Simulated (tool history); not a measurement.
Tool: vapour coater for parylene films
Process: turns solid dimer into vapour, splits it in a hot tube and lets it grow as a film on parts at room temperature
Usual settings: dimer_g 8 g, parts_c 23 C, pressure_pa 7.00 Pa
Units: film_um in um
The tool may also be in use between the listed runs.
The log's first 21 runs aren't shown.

{"run": 22, "hour": 477.4, "dimer_g": 3, "parts_c": 34, "pressure_pa": 3.47, "film_um": 0.57}
{"run": 23, "hour": 496.1, "dimer_g": 4, "parts_c": 24, "pressure_pa": 3.73, "film_um": 1.03}
{"run": 24, "hour": 515.5, "dimer_g": 4, "parts_c": 24, "pressure_pa": 3.73, "film_um": 1.02}
{"run": 25, "hour": 531.1, "dimer_g": 4, "parts_c": 25, "pressure_pa": 2.36, "film_um": 1.11}
{"run": 26, "hour": 557.5, "dimer_g": 4, "parts_c": 16, "pressure_pa": 3.62, "film_um": 1.37}
{"hour": 589.8, "done": "trap's valve overhauled"}
{"run": 27, "hour": 589.8, "dimer_g": 4, "parts_c": 16, "pressure_pa": 3.62, "film_um": 1.45}
{"run": 28, "hour": 617.6, "dimer_g": 9, "parts_c": 30, "pressure_pa": 2.13, "film_um": 2.27}
{"run": 29, "hour": 638.4, "dimer_g": 4, "parts_c": 17, "pressure_pa": 4.18, "film_um": 1.34}
{"run": 30, "hour": 654.1, "dimer_g": 4, "parts_c": 17, "pressure_pa": 4.18, "film_um": 1.32}
{"run": 31, "hour": 678.9, "dimer_g": 4, "parts_c": 17, "pressure_pa": 4.18, "film_um": 1.33}
{"run": 32, "hour": 702.1, "dimer_g": 4, "parts_c": 23, "pressure_pa": 7.0, "film_um": 0.94}
{"run": 33, "hour": 720.7, "dimer_g": 4, "parts_c": 23, "pressure_pa": 7.0, "film_um": 0.95}
{"run": 34, "hour": 750.2, "dimer_g": 5, "parts_c": 17, "pressure_pa": 2.03, "film_um": 1.96}
{"run": 35, "hour": 773.8, "dimer_g": 3, "parts_c": 23, "pressure_pa": 7.0, "film_um": 0.7}
{"run": 36, "hour": 793.1, "dimer_g": 3, "parts_c": 23, "pressure_pa": 7.0, "film_um": 0.69}
{"run": 37, "hour": 816.4, "dimer_g": 10, "parts_c": 16, "pressure_pa": 4.18, "film_um": 3.3}
{"run": 38, "hour": 835.9, "dimer_g": 7, "parts_c": 16, "pressure_pa": 4.18, "film_um": 2.34}
{"run": 39, "hour": 856.9, "dimer_g": 5, "parts_c": 31, "pressure_pa": 2.98, "film_um": 1.06}
{"run": 40, "hour": 871.0, "dimer_g": 5, "parts_c": 31, "pressure_pa": 2.98, "film_um": 1.06}
{"hour": 884.9, "done": "trap's valve overhauled"}
{"run": 41, "hour": 901.0, "dimer_g": 12, "parts_c": 23, "pressure_pa": 6.34, "film_um": 2.96}
{"run": 42, "hour": 917.4, "dimer_g": 12, "parts_c": 23, "pressure_pa": 6.34, "film_um": 2.96}

Forecast each of these 4 alternatives for the next run:
{"run": "A", "hour": 930.1, "dimer_g": 7, "parts_c": 23, "pressure_pa": 2.46, "film_um": "?"}
{"run": "B", "hour": 930.1, "dimer_g": 12, "parts_c": 22, "pressure_pa": 10.02, "film_um": "?"}
{"run": "C", "hour": 930.1, "dimer_g": 12, "parts_c": 25, "pressure_pa": 6.34, "film_um": "?"}
{"run": "D", "hour": 930.1, "dimer_g": 8, "parts_c": 17, "pressure_pa": 4.34, "film_um": "?"}

run=A film_um=2.16
run=B film_um=2.71
run=C film_um=2.73
run=D film_um=2.64
Without the tool's hidden state the same runs would have given:
run=A film_um=2.14
run=B film_um=2.69
run=C film_um=2.71
run=D film_um=2.62
